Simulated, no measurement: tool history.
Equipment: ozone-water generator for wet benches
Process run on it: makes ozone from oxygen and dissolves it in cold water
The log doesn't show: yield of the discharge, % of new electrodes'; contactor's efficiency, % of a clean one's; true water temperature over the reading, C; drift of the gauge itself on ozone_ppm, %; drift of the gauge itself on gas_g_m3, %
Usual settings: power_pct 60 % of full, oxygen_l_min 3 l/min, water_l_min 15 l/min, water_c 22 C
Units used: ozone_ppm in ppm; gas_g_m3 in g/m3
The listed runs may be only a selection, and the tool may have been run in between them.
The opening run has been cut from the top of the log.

| run | hour | power_pct | oxygen_l_min | water_l_min | water_c | hours of work since the electrodes were changed | hours of work since the contactor was cleaned | hours of work since the thermometer was calibrated | ozone_ppm | gas_g_m3 |
|---|---|---|---|---|---|---|---|---|---|---|
| 2 | 42.6 | 60 | 3 | 15 | 22 | 762 | 3631 | 2675 | 14.9 | 205.8 |
| 3 | 97.1 | 60 | 3 | 15 | 22 | 811 | 3680 | 2724 | 14.8 | 204 |
| 4 | 151.6 | 60 | 3 | 15 | 22 | 860 | 3729 | 2773 | 14.8 | 205.4 |
| 5 | 190.6 | 60 | 3 | 15 | 22 | 895 | 3764 | 2808 | 14.7 | 206.3 |
| 6 | 243.9 | 60 | 3 | 15 | 22 | 943 | 3812 | 2856 | 14.6 | 204.4 |
| 7 | 287.2 | 55 | 3 | 15 | 22 | 982 | 3851 | 2895 | 13.7 | 193.7 |
| 8 | 332.6 | 55 | 3 | 15 | 22 | 1023 | 3892 | 2936 | 14 | 190.8 |
| 9 | 366.4 | 55 | 3 | 15 | 22 | 1053 | 3923 | 2966 | 13.8 | 191.9 |
| 10 | 405.6 | 55 | 3 | 15 | 22 | 1088 | 3958 | 3001 | 14 | 192.1 |
| 11 | 435.6 | 55 | 3 | 15 | 22 | 1115 | 3985 | 3028 | 14 | 191.1 |
|  | 452.2 | contactor cleaned |
| 12 | 475.3 | 55 | 3 | 15 | 22 | 1148 | 21 | 3061 | 13.8 | 190.5 |
| 13 | 509.7 | 55 | 3 | 15 | 22 | 1179 | 52 | 3092 | 13.9 | 192.7 |
| 14 | 549.7 | 51 | 3 | 15 | 22 | 1215 | 88 | 3128 | 13.2 | 181.1 |
| 15 | 598.6 | 51 | 3 | 15 | 22 | 1259 | 132 | 3172 | 13.1 | 180.4 |
| 16 | 629.7 | 72 | 3 | 18 | 22 | 1287 | 160 | 3200 | 14.7 | 238.6 |
| 17 | 679.8 | 86 | 3.56 | 18 | 22 | 1332 | 205 | 3245 | 16.8 | 249.2 |
| 18 | 717.9 | 86 | 3.56 | 18 | 16 | 1366 | 239 | 3279 | 18.1 | 249.1 |
| 19 | 744.9 | 80 | 4.52 | 19 | 22 | 1390 | 263 | 3303 | 16 | 210 |
| 20 | 788.7 | 54 | 2.73 | 12 | 22 | 1430 | 303 | 3343 | 16.3 | 198.4 |
| 21 | 816.3 | 60 | 3 | 14 | 27 | 1455 | 328 | 3368 | 14.5 | 203.7 |
| 22 | 850.7 | 60 | 3 | 14 | 27 | 1485 | 359 | 3398 | 14.6 | 203.5 |
| 23 | 888.3 | 60 | 1.59 | 10 | 17 | 1519 | 393 | 3432 | 20.7 | 282.5 |
| 24 | 915.7 | 60 | 1.59 | 10 | 17 | 1544 | 417 | 3457 | 20.4 | 279.7 |
| 25 | 967.4 | 60 | 1.59 | 10 | 17 | 1591 | 464 | 3504 | 20.5 | 279.7 |

Expected results for the next run?
| 26 | 1004.9 | 60 | 1.59 | 10 | 17 | 1624 | 498 | 3537 | ? | ? |

Run 26 measured ozone_ppm 20.5 ppm, gas_g_m3 280.7 g/m3.
The same run, on a tool lacking any hidden state, would have yielded ozone_ppm 20.6 ppm, gas_g_m3 280.9 g/m3.

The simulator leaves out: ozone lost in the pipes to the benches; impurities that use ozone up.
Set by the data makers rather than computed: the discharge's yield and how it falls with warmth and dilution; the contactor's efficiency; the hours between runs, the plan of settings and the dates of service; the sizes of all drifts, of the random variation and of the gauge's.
